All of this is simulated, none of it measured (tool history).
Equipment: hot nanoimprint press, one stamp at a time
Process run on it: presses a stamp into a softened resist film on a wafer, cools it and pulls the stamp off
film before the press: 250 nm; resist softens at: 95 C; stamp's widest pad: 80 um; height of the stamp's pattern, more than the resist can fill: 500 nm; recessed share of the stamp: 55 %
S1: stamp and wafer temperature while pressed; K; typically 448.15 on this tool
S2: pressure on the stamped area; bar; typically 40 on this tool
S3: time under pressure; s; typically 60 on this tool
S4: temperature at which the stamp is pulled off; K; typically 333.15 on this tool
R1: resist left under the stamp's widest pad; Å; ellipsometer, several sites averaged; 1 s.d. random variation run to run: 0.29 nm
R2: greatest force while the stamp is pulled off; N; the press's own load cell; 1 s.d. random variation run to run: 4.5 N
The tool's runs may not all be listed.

run   hour      S1    S2  S3      S4    R1   R2
  1      0  448.15    40  60  333.15   993  305
  2   33.9  448.15    40  60  333.15   994  315
      47.8  -- stamp cleaned and given a new release coat
  3   59.8  448.15    40  48  333.15  1081  222
  4   84.4  448.15    40  48  333.15  1084  231
  5  111.3  448.15    40  48  333.15  1080  247
       117  -- plate thermocouple calibrated
  6  145.4  448.15    40  48  333.15  1071  244
  7  161.4  438.15  32.6  78  320.15  1361  312
  8  187.1  458.15  44.1  97  331.15   556  283
  9  204.1  454.15    40  31  333.15  1045  267
 10  222.3  448.15    40  44  338.15  1109  259

For run 11, what comes out?
 11  246.7  448.15  40  44  338.15   ?   ?

R1: 1105 Å
R2: 261 N
Had the tool carried no hidden state, the very same run would have given R1 1112 Å, R2 197 N.
